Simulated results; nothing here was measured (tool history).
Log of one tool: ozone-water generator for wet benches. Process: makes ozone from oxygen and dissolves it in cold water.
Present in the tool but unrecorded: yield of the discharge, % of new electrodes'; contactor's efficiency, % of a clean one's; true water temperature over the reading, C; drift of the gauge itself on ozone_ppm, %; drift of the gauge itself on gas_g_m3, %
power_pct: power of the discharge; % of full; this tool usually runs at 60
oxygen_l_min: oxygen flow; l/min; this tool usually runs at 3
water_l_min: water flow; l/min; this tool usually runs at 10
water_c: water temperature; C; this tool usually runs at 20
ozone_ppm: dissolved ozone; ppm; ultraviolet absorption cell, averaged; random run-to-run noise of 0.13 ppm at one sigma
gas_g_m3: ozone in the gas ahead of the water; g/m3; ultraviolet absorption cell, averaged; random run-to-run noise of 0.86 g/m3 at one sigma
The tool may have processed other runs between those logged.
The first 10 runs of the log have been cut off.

run	hour	power_pct	oxygen_l_min	water_l_min	water_c	hours of work since the electrodes were changed	hours of work since the contactor was cleaned	hours of work since the thermometer was calibrated	ozone_ppm	gas_g_m3
11	220.6	60	3	10	20	561	5813	4893	13.6	139.1
12	244	60	3	10	20	580	5833	4912	13.4	138.9
13	275.7	60	3	10	20	606	5859	4938	13.8	137.9
14	310.4	60	3	10	20	635	5888	4967	13.5	139.5
15	333.2	60	3	10	20	654	5907	4986	13.6	137.6
16	362.6	60	3	10	20	678	5931	5011	13.8	138.8
17	379.5	60	3	10	20	692	5945	5025	13.6	139.9
18	407.8	96	3	8	20	716	5969	5048	21.8	193.8
19	443.8	50	3.81	12	14	746	5999	5078	11.2	105.9
# hour 446.8: water thermometer calibrated
20	466.9	60	3	9	19	765	6017	17	14.9	138.6
21	506.9	60	3	9	19	798	6051	50	14.8	138.3
# hour 509.4: water thermometer calibrated, once more
22	534.3	60	3	9	19	820	6073	21	14.8	137.5

Forecast run 23:
23	559.3	60	3	9	15	841	6094	41	?	?

{"run 23": {"ozone_ppm": 16.1, "gas_g_m3": 137.2}}
On a tool with no hidden condition, and with the same random variation, this run would have come out at ozone_ppm 17.6 ppm, gas_g_m3 139.5 g/m3.
